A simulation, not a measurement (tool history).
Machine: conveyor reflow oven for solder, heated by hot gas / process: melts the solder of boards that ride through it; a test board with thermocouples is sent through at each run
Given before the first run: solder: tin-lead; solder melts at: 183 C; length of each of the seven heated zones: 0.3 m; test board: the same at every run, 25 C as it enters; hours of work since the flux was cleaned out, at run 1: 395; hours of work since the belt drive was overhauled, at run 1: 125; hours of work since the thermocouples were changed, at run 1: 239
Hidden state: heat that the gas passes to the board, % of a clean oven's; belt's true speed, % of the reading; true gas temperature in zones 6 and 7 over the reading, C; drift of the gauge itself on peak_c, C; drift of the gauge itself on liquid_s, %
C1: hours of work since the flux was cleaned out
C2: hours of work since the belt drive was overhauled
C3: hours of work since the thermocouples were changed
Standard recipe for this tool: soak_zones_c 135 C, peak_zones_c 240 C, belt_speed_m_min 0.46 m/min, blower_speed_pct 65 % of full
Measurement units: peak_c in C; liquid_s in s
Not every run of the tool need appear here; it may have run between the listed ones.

Run 1, day 0: usual settings; C1 395; C2 125; C3 239. Result: peak_c 214.2 C, liquid_s 53.2 s.
Run 2, day 0.912: usual settings but peak_zones_c 253 C; C1 404; C2 135; C3 249. Result: peak_c 224.8 C, liquid_s 62.1 s.
Run 3, day 1.638: usual settings but soak_zones_c 143 C; C1 412; C2 143; C3 256. Result: peak_c 215.9 C, liquid_s 58.3 s.
Run 4, day 2.421: usual settings but soak_zones_c 143 C; C1 420; C2 151; C3 265. Result: peak_c 215.9 C, liquid_s 58.5 s.
Run 5, day 3.696: usual settings but soak_zones_c 143 C; C1 434; C2 164; C3 278. Result: peak_c 215.9 C, liquid_s 58.1 s.
At day 4.238: flux residue cleaned out of gas plates and filters.
Run 6, day 5.133: usual settings but soak_zones_c 143 C; C1 9; C2 177; C3 291. Result: peak_c 214.4 C, liquid_s 56.7 s.
Run 7, day 6.312: usual settings but belt_speed_m_min 0.497 m/min; C1 22; C2 190; C3 304. Result: peak_c 208.9 C, liquid_s 43.5 s.
Run 8, day 7.054: usual settings; C1 30; C2 198; C3 311. Result: peak_c 212.1 C, liquid_s 51.3 s.
Run 9, day 8.275: usual settings; C1 43; C2 210; C3 324. Result: peak_c 212.2 C, liquid_s 51.1 s.
Run 10, day 8.796: usual settings; C1 48; C2 216; C3 330. Result: peak_c 212.1 C, liquid_s 51.3 s.
Run 11, day 9.396: usual settings; C1 54; C2 222; C3 336. Result: peak_c 212.2 C, liquid_s 51.4 s.
At day 10.112: flux residue cleaned out of gas plates and filters, once more.
Run 12, day 10.488: usual settings; C1 4; C2 232; C3 345. Result: peak_c 217.2 C, liquid_s 56.6 s.
Run 13, day 11.688: usual settings; C1 17; C2 244; C3 358. Result: peak_c 217.1 C, liquid_s 56.7 s.
Run 14, day 12.258: usual settings but belt_speed_m_min 0.546 m/min; C1 23; C2 250; C3 364. Result: peak_c 209.2 C, liquid_s 40.9 s.
Run 15, day 12.979: usual settings but belt_speed_m_min 0.546 m/min; C1 30; C2 258; C3 372. Result: peak_c 209.9 C, liquid_s 40.7 s.
Run 16, day 13.875: usual settings; C1 40; C2 267; C3 381. Result: peak_c 217.2 C, liquid_s 56.5 s.
Run 17, day 14.867: usual settings but soak_zones_c 148 C, peak_zones_c 237 C, belt_speed_m_min 0.519 m/min, blower_speed_pct 67 % of full; C1 50; C2 278; C3 392. Result: peak_c 213.5 C, liquid_s 51.2 s.
Run 18, day 16.017: usual settings but soak_zones_c 123 C, blower_speed_pct 57 % of full; C1 62; C2 290; C3 404. Result: peak_c 211.3 C, liquid_s 46.8 s.
Run 19, day 16.55: usual settings but soak_zones_c 123 C, blower_speed_pct 57 % of full; C1 68; C2 296; C3 410. Result: peak_c 211.3 C, liquid_s 46.7 s.
Run 20, day 17.658: usual settings but soak_zones_c 121 C, belt_speed_m_min 0.385 m/min, blower_speed_pct 72 % of full; C1 80; C2 307; C3 421. Result: peak_c 223.1 C, liquid_s 68.9 s.
Run 21, day 18.8: usual settings but soak_zones_c 121 C, belt_speed_m_min 0.523 m/min, blower_speed_pct 72 % of full; C1 92; C2 319; C3 433. Result: peak_c 209.7 C, liquid_s 39 s.
Run 22, day 19.483: usual settings but soak_zones_c 121 C, belt_speed_m_min 0.523 m/min, blower_speed_pct 72 % of full; C1 99; C2 327; C3 441. Result: peak_c 209.8 C, liquid_s 39.7 s.
Run 23, day 20.7: usual settings but soak_zones_c 121 C, peak_zones_c 250 C, belt_speed_m_min 0.379 m/min, blower_speed_pct 72 % of full; C1 112; C2 340; C3 453. Result: peak_c 232 C, liquid_s 77.2 s.
Run 24, day 21.371: usual settings but peak_zones_c 242 C, blower_speed_pct 89 % of full; C1 119; C2 347; C3 460. Result: peak_c 224 C, liquid_s 62.4 s.
Run 25, day 22.279: usual settings but soak_zones_c 138 C, peak_zones_c 251 C, belt_speed_m_min 0.493 m/min, blower_speed_pct 59 % of full; C1 129; C2 356; C3 470. Result: peak_c 220.9 C, liquid_s 56.3 s.
Run 26, day 23.096: usual settings but soak_zones_c 138 C, peak_zones_c 251 C, belt_speed_m_min 0.493 m/min, blower_speed_pct 59 % of full; C1 137; C2 365; C3 479. Result: peak_c 221.3 C, liquid_s 56.6 s.
Run 27, day 23.667: usual settings but soak_zones_c 138 C, peak_zones_c 251 C, belt_speed_m_min 0.493 m/min, blower_speed_pct 59 % of full; C1 143; C2 371; C3 485. Result: peak_c 220.7 C, liquid_s 56.4 s.
Run 28, day 24.425: usual settings but soak_zones_c 138 C, peak_zones_c 251 C, belt_speed_m_min 0.493 m/min, blower_speed_pct 59 % of full; C1 151; C2 379; C3 493. Result: peak_c 220.8 C, liquid_s 56.3 s.
Run 29, day 25.079: usual settings but soak_zones_c 138 C, peak_zones_c 251 C, belt_speed_m_min 0.493 m/min, blower_speed_pct 59 % of full; C1 158; C2 386; C3 500. Result: peak_c 220.8 C, liquid_s 56.6 s.
Run 30, day 26.312: usual settings but soak_zones_c 131 C, peak_zones_c 251 C, belt_speed_m_min 0.501 m/min, blower_speed_pct 64 % of full; C1 171; C2 399; C3 513. Result: peak_c 219.9 C, liquid_s 52.1 s.
Run 31, day 27.312: usual settings but soak_zones_c 145 C, peak_zones_c 238 C, belt_speed_m_min 0.408 m/min, blower_speed_pct 81 % of full; C1 182; C2 409; C3 523. Result: peak_c 224.7 C, liquid_s 75.5 s.

What if the next run were any one of these 3? Each begins from the tool's condition after run 31:
Run A, day 28.346: usual settings but belt_speed_m_min 0.371 m/min, blower_speed_pct 90 % of full; C1 193; C2 420; C3 534. Result: peak_c ?, liquid_s ?.
Run B, day 28.346: usual settings but soak_zones_c 145 C, peak_zones_c 232 C, belt_speed_m_min 0.415 m/min, blower_speed_pct 83 % of full; C1 193; C2 420; C3 534. Result: peak_c ?, liquid_s ?.
Run C, day 28.346: usual settings but soak_zones_c 133 C, peak_zones_c 243 C; C1 193; C2 420; C3 534. Result: peak_c ?, liquid_s ?.

run  peak_c  liquid_s
  A     229      83.4
  B   219.4      70.6
  C   218.4      57.4
The same runs, with their run-to-run variation unchanged, on a tool lacking any hidden condition would have given:
run  peak_c  liquid_s
  A   228.3      82.1
  B   218.7      69.5
  C   218.1      56.6
